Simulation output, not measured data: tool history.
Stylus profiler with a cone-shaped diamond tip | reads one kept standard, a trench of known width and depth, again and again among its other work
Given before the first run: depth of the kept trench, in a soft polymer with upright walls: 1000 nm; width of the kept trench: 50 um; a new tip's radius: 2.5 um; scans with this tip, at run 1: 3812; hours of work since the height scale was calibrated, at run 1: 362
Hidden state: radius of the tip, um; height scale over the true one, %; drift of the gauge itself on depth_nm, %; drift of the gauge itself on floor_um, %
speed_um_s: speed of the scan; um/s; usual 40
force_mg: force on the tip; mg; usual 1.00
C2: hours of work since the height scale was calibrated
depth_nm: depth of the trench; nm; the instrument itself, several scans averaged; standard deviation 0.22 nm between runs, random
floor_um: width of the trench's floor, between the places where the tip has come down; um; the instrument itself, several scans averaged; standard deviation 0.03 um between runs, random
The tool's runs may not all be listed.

Run 1, day 0.000: usual settings; scans with this tip 3812; C2 362. Result: depth_nm 1006.23 nm, floor_um 45.29 um.
Run 2, day 0.304: usual settings but force_mg 1.24 mg; scans with this tip 3858; C2 367. Result: depth_nm 1007.24 nm, floor_um 45.34 um.
Run 3, day 0.929: usual settings but force_mg 1.24 mg; scans with this tip 3952; C2 376. Result: depth_nm 1007.94 nm, floor_um 45.26 um.
Run 4, day 1.429: usual settings but force_mg 1.24 mg; scans with this tip 4028; C2 383. Result: depth_nm 1007.20 nm, floor_um 45.30 um.
Run 5, day 1.721: usual settings but speed_um_s 155 um/s; scans with this tip 4073; C2 387. Result: depth_nm 1006.28 nm, floor_um 44.12 um.
Run 6, day 2.329: usual settings but speed_um_s 155 um/s; scans with this tip 4165; C2 396. Result: depth_nm 1006.23 nm, floor_um 44.08 um.
Run 7, day 2.779: usual settings but force_mg 1.93 mg; scans with this tip 4233; C2 402. Result: depth_nm 1010.04 nm, floor_um 45.36 um.
Run 8, day 3.317: usual settings but force_mg 2.54 mg; scans with this tip 4315; C2 410. Result: depth_nm 1011.29 nm, floor_um 45.37 um.
Run 9, day 3.912: usual settings but force_mg 2.54 mg; scans with this tip 4406; C2 419. Result: depth_nm 1011.76 nm, floor_um 45.37 um.
Run 10, day 4.404: usual settings but force_mg 2.54 mg; scans with this tip 4480; C2 426. Result: depth_nm 1011.82 nm, floor_um 45.32 um.
Run 11, day 4.796: usual settings; scans with this tip 4539; C2 431. Result: depth_nm 1006.15 nm, floor_um 45.17 um.
Run 12, day 5.112: usual settings; scans with this tip 4588; C2 436. Result: depth_nm 1006.08 nm, floor_um 45.19 um.
Run 13, day 5.567: usual settings; scans with this tip 4656; C2 443. Result: depth_nm 1006.12 nm, floor_um 45.15 um.
Run 14, day 5.996: usual settings but speed_um_s 90 um/s, force_mg 1.26 mg; scans with this tip 4722; C2 449. Result: depth_nm 1007.15 nm, floor_um 44.82 um.
Run 15, day 6.342: usual settings but speed_um_s 22 um/s, force_mg 2.11 mg; scans with this tip 4774; C2 454. Result: depth_nm 1010.37 nm, floor_um 45.41 um.
Run 16, day 6.850: usual settings but speed_um_s 34 um/s; scans with this tip 4851; C2 461. Result: depth_nm 1005.90 nm, floor_um 45.22 um.
Run 17, day 7.388: usual settings but speed_um_s 58 um/s, force_mg 0.83 mg; scans with this tip 4933; C2 469. Result: depth_nm 1005.52 nm, floor_um 44.91 um.
Run 18, day 7.746: usual settings but speed_um_s 20 um/s, force_mg 0.83 mg; scans with this tip 4987; C2 474. Result: depth_nm 1005.28 nm, floor_um 45.22 um.
Run 19, day 8.271: usual settings but speed_um_s 20 um/s, force_mg 0.83 mg; scans with this tip 5067; C2 482. Result: depth_nm 1005.12 nm, floor_um 45.29 um.
Run 20, day 8.708: usual settings but speed_um_s 20 um/s, force_mg 0.83 mg; scans with this tip 5134; C2 488. Result: depth_nm 1005.39 nm, floor_um 45.33 um.
Run 21, day 9.192: usual settings but speed_um_s 14 um/s, force_mg 0.61 mg; scans with this tip 5207; C2 495. Result: depth_nm 1004.55 nm, floor_um 45.39 um.
Run 22, day 9.504: usual settings but force_mg 0.74 mg; scans with this tip 5254; C2 499. Result: depth_nm 1004.37 nm, floor_um 45.08 um.
Run 23, day 9.933: usual settings but force_mg 2.75 mg; scans with this tip 5319; C2 506. Result: depth_nm 1012.21 nm, floor_um 45.27 um.
Run 24, day 10.338: usual settings but speed_um_s 151 um/s; scans with this tip 5381; C2 511. Result: depth_nm 1005.88 nm, floor_um 44.05 um.
Run 25, day 10.904: usual settings but speed_um_s 102 um/s, force_mg 2.24 mg; scans with this tip 5467; C2 520. Result: depth_nm 1010.36 nm, floor_um 44.85 um.

Results for each run, recomputed without the tool's hidden state and with each run's random variation untouched:
run  depth_nm  floor_um
  1   1006.40     45.63
  2   1007.42     45.69
  3   1008.12     45.62
  4   1007.40     45.66
  5   1006.48     44.48
  6   1006.45     44.45
  7   1010.27     45.75
  8   1011.53     45.76
  9   1012.01     45.77
 10   1012.08     45.72
 11   1006.42     45.59
 12   1006.36     45.61
 13   1006.41     45.58
 14   1007.45     45.25
 15   1010.67     45.85
 16   1006.22     45.67
 17   1005.85     45.36
 18   1005.62     45.68
 19   1005.47     45.75
 20   1005.75     45.81
 21   1004.91     45.86
 22   1004.74     45.56
 23   1012.59     45.76
 24   1006.27     44.55
 25   1010.76     45.35

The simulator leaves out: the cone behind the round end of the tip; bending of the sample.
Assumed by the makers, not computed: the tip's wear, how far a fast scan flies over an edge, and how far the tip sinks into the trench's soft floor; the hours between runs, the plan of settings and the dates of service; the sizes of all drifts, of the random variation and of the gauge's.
